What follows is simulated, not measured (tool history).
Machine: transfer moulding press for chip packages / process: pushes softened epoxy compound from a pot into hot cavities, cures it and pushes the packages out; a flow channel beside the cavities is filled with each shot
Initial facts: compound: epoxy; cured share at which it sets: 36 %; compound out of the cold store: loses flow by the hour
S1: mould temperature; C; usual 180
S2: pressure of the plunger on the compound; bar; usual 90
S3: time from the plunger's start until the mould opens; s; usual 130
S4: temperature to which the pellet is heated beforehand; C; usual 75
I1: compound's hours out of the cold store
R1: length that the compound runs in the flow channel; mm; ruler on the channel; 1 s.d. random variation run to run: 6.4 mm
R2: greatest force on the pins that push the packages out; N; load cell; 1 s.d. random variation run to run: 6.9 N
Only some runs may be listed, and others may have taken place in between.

run   hour   S1    S2   S3  S4    I1    R1   R2
  1      0  180    90  130  75  16.2   991  426
      26.3  -- cavities cleaned with cleaning compound and waxed
  2   33.5  180    90  130  75  22.6   965  318
  3     61  180    90  125  75  11.2  1017  380
  4   94.4  180    90  125  75  10.4  1017  436
  5  115.8  180    90  125  75    10  1011  440
  6  132.2  180    90  130  75  13.8   980  423
  7  152.7  176    90  130  75  12.8  1013  557
     163.9  -- cavities cleaned with cleaning compound and waxed
  8  185.6  180    90  130  74  45.2   866  338
  9  212.8  180    90  130  74  27.1   935  385
 10  231.9  180    90  130  74  15.5   974  398
 11  248.8  180    90  130  75  37.7   894  406
 12  265.8  180    90  130  75  11.1  1004  419
 13  295.9  180    90  130  75    44   876  433
     302.4  -- cavities cleaned with cleaning compound and waxed
     307.1  -- plunger's sealing rings changed
 14  323.4  180    90  130  71  32.3   949  323
 15  357.5  180    90  130  71  45.4   906  384
 16    373  174  95.7  131  70  25.4  1035  546
 17  396.5  181  77.7  130  74   9.6   967  417
     422.5  -- mould's thermocouples calibrated
 18  422.5  181  77.7  130  74  35.2   862  397
     444.5  -- cavities cleaned with cleaning compound and waxed
 19  453.7  181  77.7  130  74  45.1   819  303
 20  471.3  180    90  130  85  27.5   958  317
 21  490.3  187    90  130  71  12.2   999  308
 22    509  174    90  130  83  36.6   948  487
 23  539.3  182  82.1  120  71    43   850  382
 24  570.2  182  86.7  133  70  32.8   904  377
     581.2  -- cavities cleaned with cleaning compound and waxed
 25  600.8  182  86.7  133  70  47.1   852  279
 26  616.4  182  86.7  110  70  41.8   874  388
 27    634  182  86.7  110  70  41.5   868  410
 28  667.4  180  96.4  130  76  29.2   974  375

Alternative continuations, all from the tool just after run 28; predict every row:
  A   688  180  105.8  130  76    18   ?   ?
  B   688  176  100.9  130  75  14.2   ?   ?
  C   688  180     90  126  75  13.4   ?   ?
  D   688  187     90  130  81  30.8   ?   ?

run    R1   R2
  A  1071  415
  B  1069  505
  C  1008  423
  D   906  347
With no hidden state in the tool, these same runs would have given:
run    R1   R2
  A  1095  293
  B  1093  358
  C  1030  298
  D   926  247
